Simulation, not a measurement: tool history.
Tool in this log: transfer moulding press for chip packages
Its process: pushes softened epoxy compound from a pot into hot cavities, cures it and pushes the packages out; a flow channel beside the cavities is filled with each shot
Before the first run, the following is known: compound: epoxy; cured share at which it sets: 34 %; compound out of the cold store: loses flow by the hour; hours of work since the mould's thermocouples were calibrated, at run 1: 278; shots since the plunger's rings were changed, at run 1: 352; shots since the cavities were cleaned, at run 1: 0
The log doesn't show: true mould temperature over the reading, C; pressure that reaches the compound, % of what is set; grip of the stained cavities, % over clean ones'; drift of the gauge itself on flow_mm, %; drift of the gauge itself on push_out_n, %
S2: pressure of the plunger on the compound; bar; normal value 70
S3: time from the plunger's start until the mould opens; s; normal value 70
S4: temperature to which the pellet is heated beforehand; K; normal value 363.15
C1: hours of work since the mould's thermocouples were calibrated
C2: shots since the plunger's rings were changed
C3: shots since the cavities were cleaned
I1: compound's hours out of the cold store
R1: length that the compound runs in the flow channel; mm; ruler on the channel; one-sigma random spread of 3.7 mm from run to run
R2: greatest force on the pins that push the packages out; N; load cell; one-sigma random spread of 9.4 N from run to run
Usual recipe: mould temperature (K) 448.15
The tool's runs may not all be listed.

Run 1, hour 0: usual settings; C1 278; C2 352; C3 0; I1 43.2. Result: R1 646 mm, R2 435 N.
Run 2, hour 14.3: usual settings; C1 287; C2 548; C3 196; I1 19.5. Result: R1 731 mm, R2 455 N.
Run 3, hour 21.8: usual settings but S2 71.1 bar; C1 292; C2 651; C3 299; I1 26. Result: R1 709 mm, R2 415 N.
Run 4, hour 37: usual settings; C1 302; C2 862; C3 510; I1 27.8. Result: R1 695 mm, R2 446 N.
Run 5, hour 49.2: usual settings; C1 309; C2 1030; C3 678; I1 43.1. Result: R1 648 mm, R2 417 N.
Run 6, hour 58.6: usual settings; C1 315; C2 1158; C3 806; I1 42.9. Result: R1 643 mm, R2 417 N.
At hour 73: cavities cleaned with cleaning compound and waxed.
Run 7, hour 78.5: usual settings but S4 359.15 K; C1 327; C2 1412; C3 76; I1 43.4. Result: R1 656 mm, R2 420 N.
Run 8, hour 92.2: usual settings but S4 359.15 K; C1 336; C2 1600; C3 264; I1 41.4. Result: R1 653 mm, R2 418 N.
Run 9, hour 102.9: usual settings but mould temperature (K) 443.15, S4 359.15 K; C1 343; C2 1748; C3 412; I1 23.2. Result: R1 720 mm, R2 609 N.
Run 10, hour 117: usual settings but mould temperature (K) 445.15, S2 59 bar, S3 68 s, S4 364.15 K; C1 352; C2 1943; C3 607; I1 45.2. Result: R1 594 mm, R2 511 N.
Run 11, hour 132.2: usual settings but mould temperature (K) 447.15, S2 64.9 bar, S3 80 s, S4 371.15 K; C1 361; C2 2152; C3 816; I1 13.8. Result: R1 721 mm, R2 399 N.

Run 12, settings as shown, results not yet in. Your forecast:
At hour 146.3: cavities cleaned with cleaning compound and waxed.
Run 12, hour 147.8: usual settings but mould temperature (K) 447.15, S2 71.2 bar, S3 61 s, S4 370.15 K; C1 370; C2 2346; C3 20; I1 32.9. Result: R1 ?, R2 ?.

Run 12 came out at R1 687 mm, R2 596 N.
Take away the tool's hidden state, keep the run-to-run variation as it was, and the same run would have given R1 688 mm, R2 597 N.
